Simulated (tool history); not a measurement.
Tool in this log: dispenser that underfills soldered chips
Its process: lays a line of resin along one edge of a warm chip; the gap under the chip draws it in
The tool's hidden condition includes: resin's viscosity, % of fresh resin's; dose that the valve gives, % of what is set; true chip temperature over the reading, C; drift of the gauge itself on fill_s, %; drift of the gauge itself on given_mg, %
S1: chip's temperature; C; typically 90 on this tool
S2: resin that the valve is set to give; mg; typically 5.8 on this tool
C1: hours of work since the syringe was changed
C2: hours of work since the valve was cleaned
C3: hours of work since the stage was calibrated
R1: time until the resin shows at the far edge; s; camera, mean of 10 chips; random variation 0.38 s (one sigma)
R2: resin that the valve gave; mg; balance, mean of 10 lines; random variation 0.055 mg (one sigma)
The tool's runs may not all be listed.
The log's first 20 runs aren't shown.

At hour 105.4: new syringe of resin.
Run 21, hour 109.9: usual settings but S1 102 C; C1 3; C2 79; C3 230. Result: R1 17.9 s, R2 5.3 mg.
Run 22, hour 116.7: usual settings but S1 102 C; C1 7; C2 83; C3 234. Result: R1 21.5 s, R2 5.38 mg.
At hour 119.1: new syringe of resin.
Run 23, hour 120.9: usual settings but S1 85 C, S2 7.08 mg; C1 1; C2 86; C3 237. Result: R1 28 s, R2 6.68 mg.
Run 24, hour 125.5: usual settings but S1 85 C, S2 7.08 mg; C1 4; C2 88; C3 239. Result: R1 31.4 s, R2 6.54 mg.
Run 25, hour 131: usual settings but S1 80 C, S2 7.38 mg; C1 7; C2 92; C3 243. Result: R1 41.1 s, R2 6.72 mg.
At hour 132.3: new syringe of resin.
At hour 138.7: dispensing valve cleaned and set on the balance.
Run 26, hour 138.7: usual settings but S2 6.73 mg; C1 3; C2 0; C3 246. Result: R1 24.7 s, R2 6.77 mg.
Run 27, hour 142.3: usual settings but S2 6.73 mg; C1 5; C2 2; C3 249. Result: R1 27.7 s, R2 6.72 mg.
At hour 146.6: new syringe of resin.
Run 28, hour 149.4: usual settings but S1 94 C, S2 5.94 mg; C1 2; C2 6; C3 253. Result: R1 20.2 s, R2 5.92 mg.
Run 29, hour 157.2: usual settings but S1 94 C, S2 5.94 mg; C1 6; C2 11; C3 257. Result: R1 25.4 s, R2 5.86 mg.
At hour 160.2: new syringe of resin.
Run 30, hour 164.8: usual settings but S1 94 C, S2 5.94 mg; C1 3; C2 15; C3 262. Result: R1 22.3 s, R2 5.8 mg.
Run 31, hour 171.1: usual settings but S1 100 C, S2 5.47 mg; C1 7; C2 19; C3 266. Result: R1 21.9 s, R2 5.41 mg.
At hour 173.7: new syringe of resin.
Run 32, hour 179.1: usual settings but S2 6.93 mg; C1 3; C2 24; C3 270. Result: R1 25 s, R2 6.72 mg.
Run 33, hour 186.3: usual settings but S2 6.93 mg; C1 8; C2 28; C3 275. Result: R1 29.7 s, R2 6.67 mg.
At hour 187.1: new syringe of resin.
Run 34, hour 192.9: usual settings but S1 79 C, S2 7.39 mg; C1 3; C2 32; C3 278. Result: R1 36 s, R2 7.14 mg.
At hour 200.7: new syringe of resin.
Run 35, hour 200.7: usual settings but S1 86 C, S2 6.52 mg; C1 0; C2 36; C3 283. Result: R1 24.7 s, R2 6.25 mg.
Run 36, hour 206.8: usual settings but S1 86 C, S2 6.52 mg; C1 4; C2 40; C3 286. Result: R1 29.4 s, R2 6.2 mg.

Forecast each of these 3 alternatives for the next run:
At hour 214.2: new syringe of resin.
Run A, hour 214.6: usual settings but S1 82 C; C1 0; C2 44; C3 291. Result: R1 ?, R2 ?.
At hour 214.2: new syringe of resin.
Run B, hour 214.6: usual settings but S2 7.47 mg; C1 0; C2 44; C3 291. Result: R1 ?, R2 ?.
At hour 214.2: new syringe of resin.
Run C, hour 214.6: usual settings but S1 92 C, S2 6.52 mg; C1 0; C2 44; C3 291. Result: R1 ?, R2 ?.

run    R1    R2
  A  28.8  5.53
  B    22  7.14
  C  20.3  6.31
Stripped of hidden state, with their random variation kept, the same runs would have yielded:
run    R1    R2
  A  30.3  5.78
  B  23.2  7.46
  C  21.3  6.59
